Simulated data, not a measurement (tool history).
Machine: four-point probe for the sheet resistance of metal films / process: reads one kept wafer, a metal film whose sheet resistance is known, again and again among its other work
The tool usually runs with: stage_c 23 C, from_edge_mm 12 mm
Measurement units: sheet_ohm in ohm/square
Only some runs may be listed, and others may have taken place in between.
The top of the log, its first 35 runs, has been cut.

run 36 hour=986.5 | stage_c=26 from_edge_mm=17 | sheet_ohm=0.733146
run 37 hour=1020.7 | stage_c=26 from_edge_mm=17 | sheet_ohm=0.732943
run 38 hour=1055.2 | stage_c=30 from_edge_mm=23 | sheet_ohm=0.732574
run 39 hour=1083.9 | stage_c=33 from_edge_mm=5 | sheet_ohm=0.747776
run 40 hour=1122.8 | stage_c=19 from_edge_mm=5 | sheet_ohm=0.745773
run 41 hour=1143.4 | stage_c=19 from_edge_mm=25 | sheet_ohm=0.731001
run 42 hour=1164.8 | stage_c=25 from_edge_mm=45 | sheet_ohm=0.731367
run 43 hour=1202.4 | stage_c=19 from_edge_mm=12 | sheet_ohm=0.732760
run 44 hour=1221.4 | stage_c=20 from_edge_mm=5 | sheet_ohm=0.745593
run 45 hour=1258.3 | stage_c=20 from_edge_mm=31 | sheet_ohm=0.730236

3 ways to go on from here, each from the tool as it stands after run 45. What would each give?
run A hour=1283.2 | stage_c=22 from_edge_mm=8 | sheet_ohm=?
run B hour=1283.2 | stage_c=21 from_edge_mm=64 | sheet_ohm=?
run C hour=1283.2 | stage_c=23 from_edge_mm=5 | sheet_ohm=?

run=A sheet_ohm=0.736416
run=B sheet_ohm=0.730434
run=C sheet_ohm=0.745975
With no hidden state in the tool, these same runs would have given:
run=A sheet_ohm=0.741223
run=B sheet_ohm=0.735207
run=C sheet_ohm=0.750838
